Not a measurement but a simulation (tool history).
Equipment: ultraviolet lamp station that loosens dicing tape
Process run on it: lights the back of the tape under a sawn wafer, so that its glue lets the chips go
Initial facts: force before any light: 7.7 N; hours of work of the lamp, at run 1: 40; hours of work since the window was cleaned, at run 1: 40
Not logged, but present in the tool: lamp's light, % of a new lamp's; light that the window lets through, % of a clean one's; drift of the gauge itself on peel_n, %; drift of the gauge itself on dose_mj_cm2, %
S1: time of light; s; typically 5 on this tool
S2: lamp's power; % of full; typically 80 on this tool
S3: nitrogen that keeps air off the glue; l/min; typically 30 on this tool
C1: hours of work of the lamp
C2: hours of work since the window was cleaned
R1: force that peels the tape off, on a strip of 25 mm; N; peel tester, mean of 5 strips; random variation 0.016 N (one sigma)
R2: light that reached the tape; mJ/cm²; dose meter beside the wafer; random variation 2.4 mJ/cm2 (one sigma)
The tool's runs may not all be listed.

run   hour  S1  S2  S3   C1   C2     R1   R2
  1    0.0   5  80  30   40   40  0.843  261
  2   15.0   5  80  30   46   46  0.877  259
  3   39.4   5  80  30   56   56  0.871  256
  4   52.5   6  80  30   62   62  0.614  309
  5   69.5   6  80  30   69   69  0.609  307
  6   89.5   6  80  30   77   77  0.620  306
  7  109.2   5  80  30   85   85  0.865  253
  8  131.2   4  80  30   95   95  1.339  203
  9  160.7   5  80  14  107  107  1.411  252
 10  181.2   5  80  14  115  115  1.449  251
 11  210.1   5  80  14  127  127  1.411  246
 12  240.4   5  80  30  140  140  0.920  246
 13  262.0   5  80  30  149  149  0.935  248
 14  283.1   5  63  30  158  158  1.415  193
 15  304.1   5  80  30  166  166  0.947  244
 16  318.4   5  80  11  172  172  1.670  248
 17  332.1   5  91  11  178  178  1.368  278
 18  353.9   5  91  11  187  187  1.413  274
 19  370.9   2  80  30  194  194  3.211   97
 20  384.8   4  80  30  200  200  1.436  192
 21  409.4   5  80   9  210  210  1.946  234
     411.8  -- window cleaned of glue's vapour
 22  430.9   5  80   9  219    8  2.000  229
 23  444.9   5  80   9  225   14  2.016  231
 24  460.6   8  66  27  231   20  0.656  309
 25  488.6   6  80  12  243   32  1.295  278
 26  511.1   6  80  12  252   41  1.397  274
     516.1  -- window cleaned of glue's vapour, once more
 27  537.5   4  80  12  263    9  2.130  198
 28  557.6   4  92  12  271   17  1.744  224
 29  579.7   5  65  12  281   26  2.087  195
 30  595.0   2  95  14  287   33  3.400  115
 31  619.6   2  95  27  297   43  2.814  112
 32  650.1   3  95  27  310   56  1.777  170
 33  680.0  10  66  12  322   68  0.715  389
 34  706.7   2  66  45  333   79  3.497   76
 35  730.2   2  66  45  343   89  3.419   80
 36  744.1   7  96  47  349   95  0.331  396
 37  757.6   7  96  45  354  100  0.344  392
 38  785.6   8  80  30  366  112  0.428  371
 39  810.9   3  94  51  377  123  1.478  162
 40  838.5   3  94  51  388  134  1.514  161
 41  857.1   5  80  34  396  142  0.991  231
 42  879.2   5  80  34  405  151  0.992  227

Take each entry between the runs: how does the hidden state at the last listed run before it differ from the hidden state at the first listed run after it?
In the gap between runs 21 and 22: window cleaned of glue's vapour (hour 411.8)
  lamp's light, % of a new lamp's: 91.7 -> 91.5; light that the window lets through, % of a clean one's: 95.6 -> 93
  measured minus no-state result, R1: +0.323 -> +0.395 N; R2: -34 -> -40 mJ/cm²
In the gap between runs 26 and 27: window cleaned of glue's vapour, once more (hour 516.1)
  lamp's light, % of a new lamp's: 90.6 -> 90.4; light that the window lets through, % of a clean one's: 92.3 -> 99.6
  measured minus no-state result, R1: +0.362 -> +0.266 N; R2: -53 -> -22 mJ/cm²
